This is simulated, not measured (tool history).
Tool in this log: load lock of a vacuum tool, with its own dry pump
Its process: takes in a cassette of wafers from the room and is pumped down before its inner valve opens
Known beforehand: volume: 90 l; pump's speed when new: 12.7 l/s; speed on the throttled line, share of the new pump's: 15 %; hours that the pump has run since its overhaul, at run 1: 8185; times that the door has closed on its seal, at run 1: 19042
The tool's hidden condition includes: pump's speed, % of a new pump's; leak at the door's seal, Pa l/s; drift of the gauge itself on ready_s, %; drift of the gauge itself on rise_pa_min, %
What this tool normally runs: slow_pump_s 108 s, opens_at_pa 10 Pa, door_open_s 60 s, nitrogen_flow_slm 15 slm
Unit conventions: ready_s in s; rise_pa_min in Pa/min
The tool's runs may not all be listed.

| run | hour | slow_pump_s | opens_at_pa | door_open_s | nitrogen_flow_slm | hours that the pump has run since its overhaul | times that the door has closed on its seal | incoming humidity of the room's air, % | ready_s | rise_pa_min |
|---|---|---|---|---|---|---|---|---|---|---|
| 1 | 0 | 108 | 10 | 60 | 15 | 8185 | 19042 | 42.5 | 160.4 | 0.243 |
| 2 | 229.7 | 108 | 13 | 60 | 15 | 8415 | 19576 | 45.2 | 159.2 | 0.254 |
| 3 | 620.5 | 108 | 13 | 60 | 15 | 8806 | 20485 | 45.7 | 160.5 | 0.269 |
| 4 | 1035.9 | 108 | 13 | 60 | 15 | 9221 | 21452 | 46.4 | 159.7 | 0.294 |
| 5 | 1220.5 | 108 | 13 | 60 | 5 | 9406 | 21881 | 45.4 | 158.3 | 0.308 |
| 6 | 1563.2 | 101 | 10 | 60 | 15 | 9749 | 22678 | 48 | 157.1 | 0.314 |
| 7 | 1791.8 | 101 | 10 | 60 | 15 | 9977 | 23210 | 44.9 | 158 | 0.329 |
| 8 | 2233.8 | 101 | 10 | 30 | 15 | 10419 | 24239 | 42.3 | 158 | 0.345 |
| 9 | 2664.7 | 101 | 10 | 30 | 15 | 10850 | 25241 | 46.1 | 156.9 | 0.369 |
| 10 | 2923.8 | 101 | 10 | 30 | 15 | 11109 | 25844 | 45.2 | 156.2 | 0.393 |
| 11 | 3174.3 | 101 | 10 | 30 | 15 | 11360 | 26427 | 45 | 158.1 | 0.401 |
| 12 | 3564.8 | 101 | 10 | 30 | 15 | 11750 | 27335 | 44.5 | 157.4 | 0.426 |
| 13 | 3758.8 | 108 | 10 | 60 | 15 | 11944 | 27786 | 47.7 | 163.1 | 0.45 |
| 14 | 4035.5 | 108 | 10 | 60 | 15 | 12221 | 28430 | 43.2 | 164.5 | 0.46 |
| 15 | 4334.3 | 108 | 10 | 59 | 15 | 12520 | 29125 | 46.4 | 164 | 0.493 |
| 16 | 4556.7 | 108 | 10 | 59 | 15 | 12742 | 29643 | 42.9 | 162.9 | 0.486 |
|  | 4730.1 | door's seal changed, seat wiped |
| 17 | 4750.7 | 108 | 14 | 52 | 18 | 12935 | 48 | 47.3 | 161.3 | 0.019 |
| 18 | 5096.4 | 108 | 14 | 33 | 18 | 13280 | 853 | 45.3 | 159.6 | 0.019 |
| 19 | 5369.2 | 108 | 13 | 29 | 12 | 13553 | 1487 | 47.6 | 162.8 | 0.023 |
| 20 | 5690.3 | 108 | 13 | 29 | 12 | 13874 | 2234 | 44.3 | 164 | 0.03 |

Run 21 has not been measured yet. What should we expect?
| 21 | 6116.3 | 108 | 14 | 60 | 27 | 14300 | 3225 | 41.5 | ? | ? |

{"run 21": {"ready_s": 162.7, "rise_pa_min": 0.036}}
With the hidden condition absent and the run-to-run variation left alone, this run would have shown ready_s 155 s, rise_pa_min 0.015 Pa/min.
